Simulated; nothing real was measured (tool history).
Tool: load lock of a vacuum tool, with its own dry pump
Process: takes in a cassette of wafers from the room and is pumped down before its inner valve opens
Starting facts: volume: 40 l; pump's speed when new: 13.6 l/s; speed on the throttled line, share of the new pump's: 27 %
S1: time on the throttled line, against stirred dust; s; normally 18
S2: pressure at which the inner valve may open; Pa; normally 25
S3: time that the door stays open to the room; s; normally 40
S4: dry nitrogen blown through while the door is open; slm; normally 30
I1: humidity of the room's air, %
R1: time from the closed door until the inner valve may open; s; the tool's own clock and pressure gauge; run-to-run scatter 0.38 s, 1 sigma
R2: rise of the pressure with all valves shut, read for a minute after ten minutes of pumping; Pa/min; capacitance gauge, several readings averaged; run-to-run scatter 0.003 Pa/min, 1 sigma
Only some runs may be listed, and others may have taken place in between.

{"run": 1, "hour": 0.0, "S1": 18, "S2": 25, "S3": 40, "S4": 30, "I1": 43.3, "R1": 38.7, "R2": 0.05}
{"run": 2, "hour": 232.9, "S1": 18, "S2": 25, "S3": 40, "S4": 30, "I1": 47.2, "R1": 38.7, "R2": 0.057}
{"run": 3, "hour": 431.9, "S1": 18, "S2": 25, "S3": 40, "S4": 4, "I1": 41.4, "R1": 38.1, "R2": 0.084}
{"run": 4, "hour": 531.6, "S1": 18, "S2": 25, "S3": 40, "S4": 4, "I1": 43.1, "R1": 38.1, "R2": 0.09}
{"run": 5, "hour": 772.6, "S1": 18, "S2": 25, "S3": 40, "S4": 30, "I1": 43.7, "R1": 38.0, "R2": 0.069}
{"run": 6, "hour": 931.3, "S1": 18, "S2": 25, "S3": 40, "S4": 30, "I1": 44.1, "R1": 38.4, "R2": 0.07}
{"run": 7, "hour": 1100.3, "S1": 18, "S2": 19, "S3": 40, "S4": 30, "I1": 43.2, "R1": 39.7, "R2": 0.07}
{"run": 8, "hour": 1270.9, "S1": 18, "S2": 19, "S3": 40, "S4": 30, "I1": 45.7, "R1": 39.9, "R2": 0.072}
{"run": 9, "hour": 1500.5, "S1": 18, "S2": 19, "S3": 40, "S4": 30, "I1": 46.6, "R1": 40.0, "R2": 0.081}
{"run": 10, "hour": 1703.9, "S1": 18, "S2": 25, "S3": 47, "S4": 30, "I1": 43.9, "R1": 38.4, "R2": 0.085}
{"run": 11, "hour": 1821.3, "S1": 18, "S2": 25, "S3": 40, "S4": 30, "I1": 41.6, "R1": 39.3, "R2": 0.089}
{"run": 12, "hour": 2011.1, "S1": 11, "S2": 25, "S3": 40, "S4": 30, "I1": 42.4, "R1": 34.2, "R2": 0.093}
{"run": 13, "hour": 2254.8, "S1": 11, "S2": 25, "S3": 40, "S4": 30, "I1": 44.0, "R1": 34.6, "R2": 0.094}
{"run": 14, "hour": 2496.1, "S1": 11, "S2": 25, "S3": 40, "S4": 30, "I1": 44.2, "R1": 35.2, "R2": 0.103}
{"run": 15, "hour": 2629.0, "S1": 18, "S2": 25, "S3": 40, "S4": 30, "I1": 41.2, "R1": 39.5, "R2": 0.11}
{"run": 16, "hour": 2865.0, "S1": 18, "S2": 25, "S3": 40, "S4": 30, "I1": 41.8, "R1": 39.8, "R2": 0.11}
{"run": 17, "hour": 3032.0, "S1": 18, "S2": 25, "S3": 40, "S4": 30, "I1": 46.1, "R1": 39.3, "R2": 0.118}
{"run": 18, "hour": 3215.3, "S1": 12, "S2": 25, "S3": 40, "S4": 30, "I1": 45.5, "R1": 36.0, "R2": 0.123}
{"run": 19, "hour": 3444.7, "S1": 12, "S2": 25, "S3": 40, "S4": 30, "I1": 45.5, "R1": 36.4, "R2": 0.123}
{"run": 20, "hour": 3676.7, "S1": 12, "S2": 25, "S3": 51, "S4": 15, "I1": 43.5, "R1": 36.3, "R2": 0.148}
{"run": 21, "hour": 3851.6, "S1": 27, "S2": 25, "S3": 40, "S4": 18, "I1": 43.8, "R1": 46.5, "R2": 0.14}
{"run": 22, "hour": 4058.8, "S1": 18, "S2": 27, "S3": 40, "S4": 8, "I1": 47.4, "R1": 40.0, "R2": 0.173}
{"run": 23, "hour": 4293.1, "S1": 15, "S2": 25, "S3": 214, "S4": 6, "I1": 42.3, "R1": 39.3, "R2": 0.215}
{"run": 24, "hour": 4470.7, "S1": 13, "S2": 35, "S3": 179, "S4": 44, "I1": 46.4, "R1": 35.8, "R2": 0.167}
{"run": 25, "hour": 4600.5, "S1": 13, "S2": 48, "S3": 177, "S4": 31, "I1": 44.0, "R1": 35.3, "R2": 0.179}
{"run": 26, "hour": 4702.2, "S1": 13, "S2": 48, "S3": 177, "S4": 31, "I1": 47.9, "R1": 35.0, "R2": 0.19}
{"run": 27, "hour": 4872.7, "S1": 27, "S2": 19, "S3": 110, "S4": 24, "I1": 38.7, "R1": 48.5, "R2": 0.181}
{"run": 28, "hour": 5009.6, "S1": 27, "S2": 19, "S3": 178, "S4": 7, "I1": 45.2, "R1": 48.2, "R2": 0.228}
{"run": 29, "hour": 5199.6, "S1": 27, "S2": 19, "S3": 178, "S4": 7, "I1": 42.7, "R1": 48.6, "R2": 0.233}
{"run": 30, "hour": 5337.8, "S1": 26, "S2": 30, "S3": 40, "S4": 7, "I1": 45.5, "R1": 46.5, "R2": 0.206}
{"run": 31, "hour": 5444.2, "S1": 26, "S2": 37, "S3": 40, "S4": 7, "I1": 44.0, "R1": 46.0, "R2": 0.208}
{"run": 32, "hour": 5568.5, "S1": 31, "S2": 37, "S3": 93, "S4": 19, "I1": 48.8, "R1": 49.2, "R2": 0.209}
{"run": 33, "hour": 5741.7, "S1": 11, "S2": 20, "S3": 75, "S4": 4, "I1": 44.4, "R1": 37.9, "R2": 0.239}
{"run": 34, "hour": 5949.3, "S1": 15, "S2": 18, "S3": 40, "S4": 30, "I1": 45.8, "R1": 41.1, "R2": 0.205}
{"run": 35, "hour": 6054.7, "S1": 18, "S2": 25, "S3": 40, "S4": 11, "I1": 44.8, "R1": 41.9, "R2": 0.227}
{"run": 36, "hour": 6157.9, "S1": 18, "S2": 25, "S3": 40, "S4": 11, "I1": 48.6, "R1": 41.3, "R2": 0.234}
{"run": 37, "hour": 6348.6, "S1": 18, "S2": 25, "S3": 40, "S4": 11, "I1": 42.7, "R1": 41.5, "R2": 0.234}

Predict each of these 4 candidate next runs independently; none follows another, all start after run 37:
{"run": "A", "hour": 6564.4, "S1": 35, "S2": 25, "S3": 40, "S4": 18, "I1": 46.8, "R1": "?", "R2": "?"}
{"run": "B", "hour": 6564.4, "S1": 16, "S2": 25, "S3": 40, "S4": 11, "I1": 44.4, "R1": "?", "R2": "?"}
{"run": "C", "hour": 6564.4, "S1": 23, "S2": 22, "S3": 40, "S4": 30, "I1": 49.3, "R1": "?", "R2": "?"}
{"run": "D", "hour": 6564.4, "S1": 18, "S2": 29, "S3": 40, "S4": 6, "I1": 43.0, "R1": "?", "R2": "?"}

run=A R1=53.8 R2=0.249
run=B R1=40.7 R2=0.245
run=C R1=46.2 R2=0.235
run=D R1=41.7 R2=0.245
Without the tool's hidden state the same runs would have given:
run=A R1=50.2 R2=0.044
run=B R1=36.0 R2=0.043
run=C R1=41.8 R2=0.032
run=D R1=37.2 R2=0.045
